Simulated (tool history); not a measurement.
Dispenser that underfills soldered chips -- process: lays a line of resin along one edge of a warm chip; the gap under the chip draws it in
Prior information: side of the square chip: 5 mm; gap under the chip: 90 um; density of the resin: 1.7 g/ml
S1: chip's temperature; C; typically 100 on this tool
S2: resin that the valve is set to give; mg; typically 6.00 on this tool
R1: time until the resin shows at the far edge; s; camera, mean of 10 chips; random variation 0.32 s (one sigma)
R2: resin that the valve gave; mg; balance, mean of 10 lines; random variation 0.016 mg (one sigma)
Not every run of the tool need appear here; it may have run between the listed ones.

| run | hour | S1 | S2 | R1 | R2 |
|---|---|---|---|---|---|
| 1 | 0.0 | 100 | 6.00 | 11.9 | 5.82 |
| 2 | 7.2 | 100 | 6.00 | 13.0 | 5.82 |
|  | 10.9 | new syringe of resin |
| 3 | 19.1 | 100 | 6.00 | 14.2 | 5.81 |
|  | 22.8 | new syringe of resin |
| 4 | 33.5 | 100 | 6.27 | 15.1 | 6.02 |
|  | 35.1 | new syringe of resin |
| 5 | 44.3 | 100 | 7.26 | 13.7 | 6.98 |
|  | 47.0 | new syringe of resin |
| 6 | 51.5 | 100 | 7.26 | 12.4 | 6.92 |
|  | 59.3 | new syringe of resin |
|  | 60.3 | dispensing valve cleaned and set on the balance |
| 7 | 64.9 | 100 | 6.00 | 12.3 | 5.98 |
|  | 72.7 | new syringe of resin |
| 8 | 77.0 | 100 | 6.00 | 13.2 | 5.95 |
|  | 84.5 | new syringe of resin |
| 9 | 86.1 | 100 | 6.00 | 11.6 | 5.91 |
| 10 | 93.3 | 100 | 6.00 | 14.0 | 5.93 |
|  | 96.7 | new syringe of resin |
| 11 | 104.4 | 100 | 6.00 | 14.8 | 5.92 |
|  | 109.2 | new syringe of resin |
| 12 | 113.7 | 100 | 6.00 | 12.7 | 5.87 |
|  | 121.3 | new syringe of resin |
| 13 | 126.9 | 100 | 6.00 | 12.6 | 5.85 |
|  | 133.9 | new syringe of resin |
| 14 | 142.2 | 107 | 6.00 | 10.5 | 5.83 |
|  | 146.5 | new syringe of resin |
| 15 | 149.8 | 88 | 6.02 | 22.0 | 5.81 |
| 16 | 156.7 | 91 | 6.00 | 22.5 | 5.77 |
|  | 158.4 | new syringe of resin |
|  | 171.1 | new syringe of resin |
| 17 | 172.2 | 93 | 5.15 | 17.3 | 4.95 |
| 18 | 180.7 | 112 | 6.79 | 8.5 | 6.49 |
|  | 183.4 | new syringe of resin |
|  | 184.4 | dispensing valve cleaned and set on the balance |
| 19 | 190.2 | 91 | 6.28 | 20.1 | 6.25 |
|  | 196.6 | new syringe of resin |
| 20 | 202.4 | 91 | 6.28 | 20.1 | 6.28 |
|  | 208.7 | new syringe of resin |
| 21 | 212.6 | 91 | 6.28 | 19.6 | 6.23 |
|  | 221.0 | new syringe of resin |
| 22 | 228.1 | 94 | 5.13 | 19.5 | 5.06 |
|  | 233.2 | new syringe of resin |
| 23 | 239.1 | 94 | 5.99 | 18.2 | 5.85 |
|  | 245.0 | new syringe of resin |
| 24 | 251.2 | 112 | 7.03 | 7.7 | 6.87 |
|  | 257.3 | new syringe of resin |
| 25 | 259.1 | 112 | 7.03 | 6.4 | 6.83 |
|  | 268.8 | new syringe of resin |
| 26 | 274.3 | 109 | 7.62 | 9.0 | 7.37 |
|  | 281.0 | new syringe of resin |
| 27 | 285.5 | 107 | 5.21 | 10.2 | 5.04 |

The logged runs with the hidden state left out (each run's random variation unchanged):
What the log doesn't record here: resin's viscosity, % of fresh resin's; dose that the valve gives, % of what is set; true chip temperature over the reading, C; drift of the gauge itself on fill_s, %; drift of the gauge itself on given_mg, %.
| run | R1 | R2 |
|---|---|---|
| 1 | 10.6 | 5.97 |
| 2 | 9.2 | 5.99 |
| 3 | 10.1 | 6.00 |
| 4 | 10.0 | 6.25 |
| 5 | 9.4 | 7.28 |
| 6 | 9.6 | 7.24 |
| 7 | 9.7 | 6.00 |
| 8 | 10.5 | 5.99 |
| 9 | 9.7 | 5.97 |
| 10 | 9.5 | 6.01 |
| 11 | 10.6 | 6.02 |
| 12 | 9.8 | 5.99 |
| 13 | 9.4 | 6.00 |
| 14 | 7.3 | 6.01 |
| 15 | 17.2 | 6.01 |
| 16 | 14.3 | 5.99 |
| 17 | 14.3 | 5.16 |
| 18 | 5.6 | 6.79 |
| 19 | 14.7 | 6.26 |
| 20 | 14.7 | 6.32 |
| 21 | 15.0 | 6.29 |
| 22 | 13.5 | 5.14 |
| 23 | 13.3 | 5.97 |
| 24 | 5.5 | 7.04 |
| 25 | 5.3 | 7.02 |
| 26 | 6.6 | 7.61 |
| 27 | 7.6 | 5.23 |
